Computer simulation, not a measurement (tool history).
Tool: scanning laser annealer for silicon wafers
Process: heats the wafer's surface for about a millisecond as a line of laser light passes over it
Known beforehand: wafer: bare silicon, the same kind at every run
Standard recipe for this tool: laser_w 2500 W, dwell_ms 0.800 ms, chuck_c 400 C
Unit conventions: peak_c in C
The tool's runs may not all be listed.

Run 1, hour 0.0: usual settings. Result: peak_c 1222 C.
Run 2, hour 12.7: usual settings. Result: peak_c 1219 C.
Run 3, hour 30.0: usual settings. Result: peak_c 1220 C.
Run 4, hour 51.6: usual settings but laser_w 2283 W. Result: peak_c 1140 C.
Run 5, hour 70.2: usual settings but laser_w 2283 W. Result: peak_c 1142 C.
Run 6, hour 80.9: usual settings. Result: peak_c 1217 C.
Run 7, hour 102.7: usual settings. Result: peak_c 1219 C.
Run 8, hour 114.7: usual settings. Result: peak_c 1219 C.
Run 9, hour 132.1: usual settings but laser_w 2190 W. Result: peak_c 1110 C.
Run 10, hour 153.6: usual settings but chuck_c 375 C. Result: peak_c 1189 C.
Run 11, hour 164.8: usual settings but chuck_c 384 C. Result: peak_c 1199 C.
Run 12, hour 182.6: usual settings but laser_w 2351 W. Result: peak_c 1164 C.
Run 13, hour 199.7: usual settings. Result: peak_c 1213 C.
Run 14, hour 215.7: usual settings. Result: peak_c 1214 C.
Run 15, hour 226.0: usual settings. Result: peak_c 1210 C.
Run 16, hour 239.1: usual settings but dwell_ms 0.591 ms. Result: peak_c 1094 C.
Run 17, hour 256.4: usual settings but chuck_c 384 C. Result: peak_c 1199 C.
Run 18, hour 278.8: usual settings but chuck_c 384 C. Result: peak_c 1198 C.
Run 19, hour 294.1: usual settings but chuck_c 384 C. Result: peak_c 1195 C.
Run 20, hour 310.0: usual settings but chuck_c 384 C. Result: peak_c 1194 C.
Run 21, hour 323.3: usual settings but chuck_c 384 C. Result: peak_c 1196 C.
Run 22, hour 343.0: usual settings but laser_w 2662 W, dwell_ms 0.936 ms, chuck_c 411 C. Result: peak_c 1356 C.
Run 23, hour 358.3: usual settings but chuck_c 418 C. Result: peak_c 1227 C.
Run 24, hour 373.6: usual settings but laser_w 2440 W, dwell_ms 0.635 ms, chuck_c 405 C. Result: peak_c 1100 C.
Run 25, hour 385.9: usual settings but laser_w 2502 W, dwell_ms 0.701 ms, chuck_c 395 C. Result: peak_c 1150 C.
Run 26, hour 404.7: usual settings but laser_w 2395 W, dwell_ms 0.846 ms. Result: peak_c 1195 C.
Run 27, hour 422.9: usual settings but laser_w 2189 W, chuck_c 371 C. Result: peak_c 1065 C.
Run 28, hour 437.9: usual settings but laser_w 2310 W, dwell_ms 0.958 ms, chuck_c 371 C. Result: peak_c 1187 C.
Run 29, hour 453.7: usual settings but laser_w 2244 W, dwell_ms 0.673 ms, chuck_c 419 C. Result: peak_c 1071 C.
Run 30, hour 469.8: usual settings but laser_w 2622 W, dwell_ms 0.574 ms, chuck_c 413 C. Result: peak_c 1126 C.
Run 31, hour 487.4: usual settings but laser_w 2622 W, dwell_ms 0.574 ms, chuck_c 413 C. Result: peak_c 1118 C.
Run 32, hour 510.3: usual settings but laser_w 2622 W, dwell_ms 0.794 ms, chuck_c 438 C. Result: peak_c 1277 C.
Run 33, hour 531.5: usual settings but laser_w 2622 W, dwell_ms 0.831 ms, chuck_c 438 C. Result: peak_c 1299 C.
Run 34, hour 555.0: usual settings but laser_w 2720 W, dwell_ms 0.742 ms, chuck_c 438 C. Result: peak_c 1283 C.
Run 35, hour 572.2: usual settings but laser_w 2244 W, dwell_ms 0.673 ms, chuck_c 384 C. Result: peak_c 1035 C.
Run 36, hour 590.7: usual settings but dwell_ms 0.778 ms, chuck_c 386 C. Result: peak_c 1173 C.
Run 37, hour 607.9: usual settings but laser_w 2411 W, dwell_ms 0.612 ms, chuck_c 398 C. Result: peak_c 1064 C.
Run 38, hour 622.9: usual settings but laser_w 2395 W, dwell_ms 0.926 ms, chuck_c 365 C. Result: peak_c 1192 C.
Run 39, hour 635.0: usual settings but laser_w 2306 W, dwell_ms 0.950 ms, chuck_c 378 C. Result: peak_c 1181 C.
Run 40, hour 649.6: usual settings but laser_w 2306 W, dwell_ms 0.950 ms, chuck_c 378 C. Result: peak_c 1181 C.
Run 41, hour 666.2: usual settings but laser_w 2476 W, dwell_ms 0.752 ms, chuck_c 410 C. Result: peak_c 1176 C.

Difference, measured minus no-hidden-state, one row per run. Run-to-run variation is common to both terms; the gauge's own scatter need not be:
Unlogged tool condition in this case: light that passes the window, % of a clean one's; laser's true power over the reading, %; width of the line over the set one, %; drift of the gauge itself on peak_c, C.
run  peak_c
  1     -12
  2     -13
  3     -14
  4     -13
  5     -14
  6     -16
  7     -16
  8     -17
  9     -15
 10     -18
 11     -19
 12     -18
 13     -20
 14     -20
 15     -21
 16     -19
 17     -22
 18     -23
 19     -23
 20     -24
 21     -24
 22     -30
 23     -26
 24     -23
 25     -25
 26     -27
 27     -25
 28     -29
 29     -24
 30     -26
 31     -27
 32     -33
 33     -35
 34     -35
 35     -28
 36     -34
 37     -29
 38     -36
 39     -37
 40     -37
 41     -35
